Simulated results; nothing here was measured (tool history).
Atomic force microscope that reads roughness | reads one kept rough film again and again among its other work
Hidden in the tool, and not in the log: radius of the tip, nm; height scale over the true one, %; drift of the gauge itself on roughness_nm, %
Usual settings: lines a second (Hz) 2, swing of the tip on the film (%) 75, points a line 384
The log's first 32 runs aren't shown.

run	hour	lines a second (Hz)	swing of the tip on the film (%)	points a line	pictures with this tip	hours of work since the height scale was calibrated	roughness of the kept film (nm (root mean square))
# hour 1107.7: new tip fitted
33	1117.1	2	75	400	9	64	2.333
34	1144.9	1.92	69	355	37	77	2.352
35	1164.7	0.62	63	384	56	86	2.415
# hour 1176.2: new tip fitted
36	1203.1	0.74	69	496	27	104	2.454
37	1239.6	1.1	68	496	63	121	2.368
# hour 1244.2: new tip fitted
38	1278	3.62	75	509	34	139	2.164
# hour 1312.7: new tip fitted
39	1312.7	3.62	75	509	0	155	2.207
40	1348.9	3.81	75	412	36	171	2.146
# hour 1381: new tip fitted
41	1388.4	2	79	520	8	190	2.283
42	1420.5	2	79	520	40	205	2.252
# hour 1450.5: new tip fitted
43	1457.9	0.78	59	427	7	222	2.503
44	1505.9	2	72	368	55	244	2.283
# hour 1518.2: new tip fitted
45	1551.3	4	79	606	33	265	2.057
46	1573.2	0.59	65	384	54	276	2.434
# hour 1588.5: new tip fitted
47	1605.2	0.59	90	778	17	290	2.411
48	1651.2	0.59	90	778	62	312	2.327
# hour 1656.1: new tip fitted
49	1687.7	1.64	90	871	31	329	2.178
50	1714.8	1.64	90	871	58	341	2.156

Forecast each of these 3 alternatives for the next run:
# hour 1723.4: new tip fitted
A	1749.5	2	75	852	26	357	?
# hour 1723.4: new tip fitted
B	1749.5	1.65	65	549	26	357	?
# hour 1723.4: new tip fitted
C	1749.5	3.15	84	871	26	357	?

run	roughness of the kept film (nm (root mean square))
A	2.334
B	2.435
C	2.09
Without the tool's hidden state the same runs would have given:
run	roughness of the kept film (nm (root mean square))
A	2.36
B	2.462
C	2.113
